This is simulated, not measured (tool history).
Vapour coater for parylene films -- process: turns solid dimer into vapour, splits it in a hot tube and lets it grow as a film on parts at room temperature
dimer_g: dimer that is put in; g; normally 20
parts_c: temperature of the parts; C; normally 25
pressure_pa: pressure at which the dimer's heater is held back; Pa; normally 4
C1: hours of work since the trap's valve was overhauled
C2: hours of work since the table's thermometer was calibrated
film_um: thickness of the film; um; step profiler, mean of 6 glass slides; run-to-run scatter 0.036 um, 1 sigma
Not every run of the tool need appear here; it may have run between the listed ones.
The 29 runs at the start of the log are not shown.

Run 30, hour 848: usual settings but dimer_g 23 g, parts_c 30 C, pressure_pa 8.13 Pa; C1 85; C2 263. Result: film_um 3.06 um.
Run 31, hour 882.1: usual settings but dimer_g 23 g, parts_c 30 C, pressure_pa 8.13 Pa; C1 109; C2 287. Result: film_um 3.06 um.
Run 32, hour 914.7: usual settings but dimer_g 10 g, pressure_pa 8.65 Pa; C1 133; C2 310. Result: film_um 1.54 um.
Run 33, hour 937.5: usual settings but dimer_g 10 g, pressure_pa 6.12 Pa; C1 149; C2 327. Result: film_um 1.63 um.
Run 34, hour 972.4: usual settings but dimer_g 13 g, pressure_pa 6.39 Pa; C1 174; C2 352. Result: film_um 2.06 um.
Run 35, hour 992.8: usual settings but dimer_g 13 g, pressure_pa 6.39 Pa; C1 188; C2 366. Result: film_um 2.04 um.
Run 36, hour 1022.1: usual settings but dimer_g 13 g, pressure_pa 6.39 Pa; C1 209; C2 387. Result: film_um 2.03 um.
At hour 1044.8: trap's valve overhauled.
Run 37, hour 1050.1: usual settings but dimer_g 28 g, parts_c 17 C, pressure_pa 2.26 Pa; C1 4; C2 404. Result: film_um 7.41 um.

5 ways to go on from here, each from the tool as it stands after run 37. What would each give?
Run A, hour 1090.6: usual settings but dimer_g 28 g, parts_c 17 C, pressure_pa 2.92 Pa; C1 33; C2 433. Result: film_um ?.
Run B, hour 1090.6: usual settings but dimer_g 28 g, parts_c 35 C, pressure_pa 2.26 Pa; C1 33; C2 433. Result: film_um ?.
Run C, hour 1090.6: usual settings but dimer_g 17 g, parts_c 31 C, pressure_pa 2.19 Pa; C1 33; C2 433. Result: film_um ?.
Run D, hour 1090.6: usual settings but dimer_g 19 g, parts_c 18 C, pressure_pa 6.7 Pa; C1 33; C2 433. Result: film_um ?.
Run E, hour 1090.6: usual settings but dimer_g 28 g, parts_c 19 C, pressure_pa 2.26 Pa; C1 33; C2 433. Result: film_um ?.

run  film_um
  A     7.09
  B     3.93
  C     2.69
  D     4.12
  E     6.94
With no hidden state in the tool, these same runs would have given:
run  film_um
  A     7.27
  B     4.03
  C     2.76
  D     4.22
  E     7.11
